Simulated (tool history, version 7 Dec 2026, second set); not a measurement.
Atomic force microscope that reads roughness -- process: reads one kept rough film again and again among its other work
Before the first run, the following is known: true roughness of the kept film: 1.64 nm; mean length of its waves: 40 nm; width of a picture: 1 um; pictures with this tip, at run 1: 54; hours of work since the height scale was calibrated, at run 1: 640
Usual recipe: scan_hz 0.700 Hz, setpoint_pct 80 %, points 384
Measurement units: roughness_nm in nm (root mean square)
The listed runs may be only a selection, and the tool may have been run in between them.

run	hour	scan_hz	setpoint_pct	points	pictures with this tip	hours of work since the height scale was calibrated	roughness_nm
1	0.0	0.700	80	384	54	640	1.500
2	30.0	0.700	80	384	114	660	1.443
3	46.7	0.700	80	384	147	670	1.418
# hour 60.6: new tip fitted
4	68.3	0.700	80	384	16	684	1.534
5	85.3	0.700	80	384	49	695	1.489
6	104.2	0.700	80	384	87	707	1.458
7	131.3	0.700	62	384	141	724	1.411
# hour 148.0: new tip fitted
8	163.8	1.838	80	384	31	744	1.450
9	179.3	0.700	80	448	62	754	1.487
10	200.6	0.700	80	654	104	768	1.460
11	215.9	0.700	80	384	134	778	1.423
12	232.9	0.700	56	384	168	789	1.417
# hour 235.8: new tip fitted
13	260.1	0.700	56	384	48	806	1.521
14	281.4	0.700	56	384	90	819	1.473
15	295.7	0.700	80	384	118	828	1.432
16	309.7	0.700	80	384	146	837	1.412
# hour 323.7: new tip fitted
17	338.0	0.700	80	346	28	855	1.517
18	365.2	0.700	80	346	82	872	1.434
19	384.4	0.700	57	346	120	885	1.452
# hour 412.3: new tip fitted
20	412.3	0.700	80	384	0	902	1.534
21	439.0	0.700	80	478	52	919	1.491
22	468.6	0.700	80	478	111	938	1.442
23	482.3	0.700	80	478	138	947	1.420
# hour 500.2: new tip fitted
24	503.6	0.700	80	478	6	960	1.541
25	525.6	0.700	80	384	50	974	1.487
26	553.3	0.700	80	384	105	992	1.450
27	586.0	1.212	85	728	170	1013	1.360
# hour 588.3: new tip fitted
28	618.1	3.847	86	839	59	1033	1.290
29	645.6	2.604	85	1008	114	1051	1.320
# hour 675.6: new tip fitted
30	675.6	1.389	56	446	0	1070	1.558
31	706.3	1.389	86	446	61	1089	1.415
32	722.1	1.389	86	446	93	1099	1.396
33	744.4	3.266	59	842	137	1113	1.413
# hour 762.5: new tip fitted
34	765.6	2.186	59	842	6	1127	1.541
35	793.3	2.186	59	842	61	1144	1.488
36	809.8	3.645	59	770	93	1155	1.436
37	827.8	1.296	62	382	129	1166	1.433
# hour 850.4: new tip fitted
38	860.7	1.296	62	382	20	1187	1.548
39	881.6	0.700	78	265	62	1200	1.478
40	907.7	1.836	75	384	113	1217	1.386
41	926.8	1.907	80	384	151	1229	1.334
# hour 938.3: new tip fitted
42	946.5	0.700	76	324	16	1242	1.504
43	975.7	3.032	75	862	74	1260	1.391
44	1002.9	0.903	67	872	128	1278	1.446
45	1016.9	0.903	67	872	156	1287	1.423
# hour 1026.1: new tip fitted
46	1039.5	1.047	80	457	27	1301	1.493
47	1058.6	1.047	87	277	65	1313	1.427
48	1082.7	2.554	63	631	112	1328	1.410
49	1110.7	2.609	72	872	168	1346	1.347
# hour 1113.5: new tip fitted
50	1138.1	3.032	80	322	49	1363	1.362
51	1167.4	3.032	80	322	107	1382	1.320

Hidden condition of the tool, last listed run before each entry between runs versus first listed run after:
Run 3 -> run 4: new tip fitted (hour 60.6)
  radius of the tip, nm: 29.6 -> 10.2
  the result without the hidden state subtracted from the measured one, roughness_nm: -0.133 -> -0.026 nm (root mean square)
Run 7 -> run 8: new tip fitted (hour 148.0)
  radius of the tip, nm: 29.7 -> 12.5; height scale over the true one, %: -0.42 -> -0.43
  the result without the hidden state subtracted from the measured one, roughness_nm: -0.134 -> -0.038 nm (root mean square)
Run 12 -> run 13: new tip fitted (hour 235.8)
  radius of the tip, nm: 34.4 -> 15.6; height scale over the true one, %: -0.45 -> -0.46
  the result without the hidden state subtracted from the measured one, roughness_nm: -0.160 -> -0.059 nm (root mean square)
Run 16 -> run 17: new tip fitted (hour 323.7)
  radius of the tip, nm: 31 -> 11.8; height scale over the true one, %: -0.48 -> -0.49
  the result without the hidden state subtracted from the measured one, roughness_nm: -0.141 -> -0.036 nm (root mean square)
Run 19 -> run 20: new tip fitted (hour 412.3)
  radius of the tip, nm: 25.8 -> 7; height scale over the true one, %: -0.51 -> -0.52
  the result without the hidden state subtracted from the measured one, roughness_nm: -0.116 -> -0.008 nm (root mean square)
Run 23 -> run 24: new tip fitted (hour 500.2)
  radius of the tip, nm: 29.8 -> 8.5
  the result without the hidden state subtracted from the measured one, roughness_nm: -0.135 -> -0.018 nm (root mean square)
Run 27 -> run 28: new tip fitted (hour 588.3)
  radius of the tip, nm: 34.4 -> 17; height scale over the true one, %: -0.59 -> -0.6
  the result without the hidden state subtracted from the measured one, roughness_nm: -0.155 -> -0.059 nm (root mean square)
Run 29 -> run 30: new tip fitted (hour 675.6)
  radius of the tip, nm: 25.8 -> 7.4; height scale over the true one, %: -0.61 -> -0.62
  the result without the hidden state subtracted from the measured one, roughness_nm: -0.107 -> -0.012 nm (root mean square)
Run 33 -> run 34: new tip fitted (hour 762.5)
  radius of the tip, nm: 29.1 -> 8.2; height scale over the true one, %: -0.64 -> -0.65
  the result without the hidden state subtracted from the measured one, roughness_nm: -0.133 -> -0.018 nm (root mean square)
Run 37 -> run 38: new tip fitted (hour 850.4)
  radius of the tip, nm: 28.3 -> 10.7; height scale over the true one, %: -0.67 -> -0.69
  the result without the hidden state subtracted from the measured one, roughness_nm: -0.130 -> -0.034 nm (root mean square)
Run 41 -> run 42: new tip fitted (hour 938.3)
  radius of the tip, nm: 33.3 -> 10; height scale over the true one, %: -0.71 -> -0.72
  the result without the hidden state subtracted from the measured one, roughness_nm: -0.149 -> -0.029 nm (root mean square)
Run 45 -> run 46: new tip fitted (hour 1026.1)
  radius of the tip, nm: 31.1 -> 11.5; height scale over the true one, %: -0.74 -> -0.75
  the result without the hidden state subtracted from the measured one, roughness_nm: -0.146 -> -0.037 nm (root mean square)
Run 49 -> run 50: new tip fitted (hour 1113.5)
  radius of the tip, nm: 35.2 -> 15.2; height scale over the true one, %: -0.78 -> -0.79
  the result without the hidden state subtracted from the measured one, roughness_nm: -0.161 -> -0.055 nm (root mean square)
